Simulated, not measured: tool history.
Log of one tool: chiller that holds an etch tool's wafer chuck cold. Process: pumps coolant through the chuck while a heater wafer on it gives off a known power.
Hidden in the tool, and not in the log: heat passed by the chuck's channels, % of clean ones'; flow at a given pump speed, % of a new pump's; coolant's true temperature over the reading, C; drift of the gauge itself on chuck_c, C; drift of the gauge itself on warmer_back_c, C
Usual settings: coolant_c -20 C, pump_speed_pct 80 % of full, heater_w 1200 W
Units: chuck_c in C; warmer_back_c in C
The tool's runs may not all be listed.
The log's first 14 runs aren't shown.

run	hour	coolant_c	pump_speed_pct	heater_w	hours since the coolant was changed and the channels were flushed	hours since the pump was overhauled	hours since the chiller's thermometer was calibrated	chuck_c	warmer_back_c
15	1229.3	-20	80	1127	5421	2854	1906	-10.23	4.92
16	1334	-20	80	1200	5526	2958	2011	-9.45	5.25
17	1415.4	-27	71	621	5608	3040	2092	-21.34	3.12
18	1510.8	-27	71	621	5703	3135	2188	-21.25	3.14
19	1566.6	-24	68	1200	5759	3191	2244	-12.29	6.34
20	1647.1	-25	78	1184	5839	3272	2324	-14.44	5.35
21	1694.8	-20	73	668	5887	3319	2372	-13.99	3.22
22	1742.6	-20	61	1200	5935	3367	2420	-7.34	7.14
23	1800.7	-18	84	1200	5993	3425	2478	-7.93	5.03
24	1858.9	-20	61	1224	6051	3483	2536	-7.08	7.31
25	1969	-14	61	1732	6161	3593	2646	4.53	10.52
26	2078.7	-24	91	1200	6271	3703	2756	-14.46	4.59
27	2167.7	-14	99	1200	6360	3792	2845	-4.99	4.19
28	2283.9	-23	78	1455	6476	3908	2961	-9.87	6.66
29	2336	-23	78	1455	6528	3961	3013	-9.84	6.67
30	2445.5	-27	68	1455	6638	4070	3123	-12.48	7.78
31	2553.3	-26	71	1200	6745	4178	3230	-14.29	6.17
32	2640	-19	92	822	6832	4264	3317	-12.46	3.13

Forecast each of these 4 alternatives for the next run:
A	2751	-20	80	820	6943	4376	3428	?	?
B	2751	-20	89	1200	6943	4376	3428	?	?
C	2751	-19	92	1591	6943	4376	3428	?	?
D	2751	-20	76	1753	6943	4376	3428	?	?

run	chuck_c	warmer_back_c
A	-12.78	3.68
B	-10.05	4.76
C	-6.14	6.01
D	-3.69	8.36
Without the tool's hidden state the same runs would have given:
run	chuck_c	warmer_back_c
A	-13.57	3.44
B	-11.3	4.44
C	-7.88	5.61
D	-5.89	7.81

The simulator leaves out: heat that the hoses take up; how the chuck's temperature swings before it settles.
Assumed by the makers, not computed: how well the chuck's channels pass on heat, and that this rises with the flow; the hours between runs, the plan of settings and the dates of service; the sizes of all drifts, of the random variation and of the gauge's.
